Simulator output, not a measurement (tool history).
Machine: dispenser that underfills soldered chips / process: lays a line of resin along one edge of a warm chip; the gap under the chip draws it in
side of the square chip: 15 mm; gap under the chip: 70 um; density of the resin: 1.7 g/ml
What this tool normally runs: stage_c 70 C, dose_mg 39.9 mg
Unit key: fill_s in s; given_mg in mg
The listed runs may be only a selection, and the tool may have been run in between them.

run	day	stage_c	dose_mg	fill_s	given_mg
1	0	70	39.9	207.7	39.68
2	0.212	70	39.9	235.5	39.63
# day 0.283: new syringe of resin
3	0.379	70	39.9	186	39.8
4	0.479	70	39.9	199.4	39.61
5	0.588	70	39.9	211.5	39.57
6	0.783	70	46.2	231	45.94
# day 0.838: new syringe of resin
7	0.908	70	46.2	185.8	45.96
8	1.104	70	46.2	207.1	45.87
9	1.271	70	46.2	231	45.64
# day 1.396: new syringe of resin
10	1.475	70	46.2	182.7	45.69

Run 11 has not been measured yet. What should we expect?
11	1.625	57	47.4	?	?

fill_s: 361 s
given_mg: 46.61 mg
Had the tool carried no hidden state, the very same run would have given fill_s 320.2 s, given_mg 47.3 mg.
